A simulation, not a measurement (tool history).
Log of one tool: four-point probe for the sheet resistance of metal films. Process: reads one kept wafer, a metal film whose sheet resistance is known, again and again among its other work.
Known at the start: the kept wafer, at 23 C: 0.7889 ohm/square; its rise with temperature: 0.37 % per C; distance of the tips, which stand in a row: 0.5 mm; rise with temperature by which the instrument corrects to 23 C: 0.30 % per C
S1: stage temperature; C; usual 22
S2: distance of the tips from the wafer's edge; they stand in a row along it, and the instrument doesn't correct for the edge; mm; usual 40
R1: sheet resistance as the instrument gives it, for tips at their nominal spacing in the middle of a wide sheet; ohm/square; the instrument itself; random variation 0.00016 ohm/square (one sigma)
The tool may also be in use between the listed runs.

{"run": 1, "day": 0.0, "S1": 22, "S2": 40, "R1": 0.788578}
{"run": 2, "day": 1.538, "S1": 22, "S2": 40, "R1": 0.788522}
{"run": 3, "day": 2.429, "S1": 22, "S2": 40, "R1": 0.788223}
{"run": 4, "day": 3.658, "S1": 22, "S2": 67, "R1": 0.788336}
{"run": 5, "day": 4.742, "S1": 22, "S2": 40, "R1": 0.788283}
{"run": 6, "day": 5.529, "S1": 22, "S2": 40, "R1": 0.788786}
{"run": 7, "day": 6.675, "S1": 22, "S2": 40, "R1": 0.788445}
{"run": 8, "day": 7.975, "S1": 22, "S2": 40, "R1": 0.788483}
{"run": 9, "day": 9.271, "S1": 22, "S2": 40, "R1": 0.78853}
{"run": 10, "day": 10.717, "S1": 22, "S2": 40, "R1": 0.788276}
{"run": 11, "day": 11.842, "S1": 22, "S2": 40, "R1": 0.788401}
{"run": 12, "day": 13.438, "S1": 22, "S2": 40, "R1": 0.788395}
{"run": 13, "day": 14.925, "S1": 22, "S2": 40, "R1": 0.788458}
{"run": 14, "day": 16.738, "S1": 22, "S2": 40, "R1": 0.788232}
{"run": 15, "day": 18.338, "S1": 22, "S2": 40, "R1": 0.78818}
{"run": 16, "day": 20.1, "S1": 22, "S2": 4, "R1": 0.794958}
{"run": 17, "day": 20.942, "S1": 32, "S2": 40, "R1": 0.793529}
{"run": 18, "day": 21.883, "S1": 32, "S2": 40, "R1": 0.793557}
{"run": 19, "day": 23.708, "S1": 32, "S2": 40, "R1": 0.793698}
{"run": 20, "day": 25.371, "S1": 31, "S2": 27, "R1": 0.793249}

The next listed run, before its measurement:
{"run": 21, "day": 26.833, "S1": 31, "S2": 27, "R1": "?"}

{"run 21": {"R1": 0.79312}}
Without the tool's hidden state the same run would have given R1 0.793098 ohm/square.
